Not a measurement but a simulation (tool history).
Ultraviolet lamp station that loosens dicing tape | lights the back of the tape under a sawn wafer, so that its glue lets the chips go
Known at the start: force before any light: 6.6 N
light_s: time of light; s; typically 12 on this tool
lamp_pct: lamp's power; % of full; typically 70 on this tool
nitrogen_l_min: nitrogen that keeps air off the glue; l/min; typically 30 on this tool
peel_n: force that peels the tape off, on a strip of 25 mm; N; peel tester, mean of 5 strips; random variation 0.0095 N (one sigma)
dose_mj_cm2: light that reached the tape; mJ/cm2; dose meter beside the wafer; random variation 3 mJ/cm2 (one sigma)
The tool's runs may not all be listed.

run	hour	light_s	lamp_pct	nitrogen_l_min	peel_n	dose_mj_cm2
1	0.0	12	70	30	0.444	426
2	8.6	12	70	30	0.460	421
3	13.2	12	70	30	0.448	427
4	18.3	12	70	30	0.469	419
5	25.8	12	70	30	0.468	418
6	32.4	12	70	30	0.459	423
7	36.4	9	70	30	0.757	310
8	43.8	9	70	30	0.764	310
9	48.3	12	70	19	0.647	417
10	56.3	12	70	19	0.623	415
11	63.9	12	70	19	0.643	416
12	70.0	12	70	19	0.628	414
13	75.8	12	70	30	0.468	420
14	79.9	12	70	30	0.461	413
# hour 82.3: window cleaned of glue's vapour
15	86.7	12	70	30	0.459	409
16	96.1	12	81	30	0.378	475
17	105.7	12	70	17	0.736	404
18	113.1	12	83	17	0.532	488
19	122.0	12	90	9	0.738	516
20	126.5	16	65	46	0.287	506
21	130.9	16	65	46	0.265	504
22	139.1	16	65	46	0.262	493
# hour 142.5: window cleaned of glue's vapour, once more
23	147.8	12	70	32	0.428	431
24	153.6	22	64	44	0.214	727
25	163.2	18	98	45	0.219	909
26	168.0	18	98	45	0.209	901
27	174.6	18	98	45	0.197	903
28	182.5	12	67	30	0.457	408
29	190.5	11	75	28	0.481	417
30	198.3	11	75	28	0.487	416
31	203.5	7	78	29	0.995	280
32	209.7	15	78	15	0.405	599
33	219.5	15	78	15	0.411	593
34	228.8	12	82	30	0.340	496

Each row is a separate what-if for the run after 34, all from the same tool condition, not one after another. Results?
A	237.8	19	71	30	?	?
B	237.8	12	90	19	?	?
C	237.8	6	64	30	?	?
D	237.8	6	99	30	?	?

run	peel_n	dose_mj_cm2
A	0.241	680
B	0.391	545
C	1.684	195
D	0.845	301
Take away the tool's hidden state, keep each run's random variation, and the runs would have read:
run	peel_n	dose_mj_cm2
A	0.232	724
B	0.352	580
C	1.548	208
D	0.757	321

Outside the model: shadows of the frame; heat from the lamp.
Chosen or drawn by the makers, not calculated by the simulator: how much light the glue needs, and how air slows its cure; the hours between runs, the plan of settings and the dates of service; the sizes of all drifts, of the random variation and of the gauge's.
